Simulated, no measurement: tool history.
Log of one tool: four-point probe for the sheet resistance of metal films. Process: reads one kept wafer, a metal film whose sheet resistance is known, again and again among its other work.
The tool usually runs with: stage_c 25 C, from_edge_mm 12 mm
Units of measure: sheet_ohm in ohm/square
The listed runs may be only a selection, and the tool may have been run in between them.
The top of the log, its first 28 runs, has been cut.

run    hour  stage_c  from_edge_mm  touches since the probe head was changed  hours of work since the stage's thermometer was calibrated  sheet_ohm
 29   805.1       30            67                                    110031                                                         149   1.107937
 30   833.2       30            67                                    111251                                                         165   1.107924
 31   858.7       19            32                                    112352                                                         178   1.104987
 32   890.0       31             6                                    113709                                                         195   1.111516
 33   910.1       31             6                                    114576                                                         206   1.111539
 34   950.8       31             6                                    116339                                                         228   1.111440
 35   974.3       34            13                                    117354                                                         240   1.108942
 36  1014.8       29            13                                    119106                                                         262   1.107149
     1028.9  -- new probe head fitted
 37  1052.1       33            22                                      1006                                                         282   1.122399
 38  1077.5       35            18                                      2105                                                         295   1.123069
 39  1106.6       35            29                                      3363                                                         311   1.122630
 40  1133.5       35            29                                      4528                                                         325   1.122456
 41  1169.4       33            23                                      6079                                                         345   1.121921
 42  1206.8       30            41                                      7699                                                         365   1.120830
 43  1237.3       30            17                                      9019                                                         381   1.121365
 44  1275.8       26            10                                     10686                                                         402   1.121019

Predict the results of run 45:
 45  1294.0       31            70                                     11476                                                         412          ?

{"run 45": {"sheet_ohm": 1.120496}}
Without the tool's hidden state the same run would have given sheet_ohm 1.120145 ohm/square.
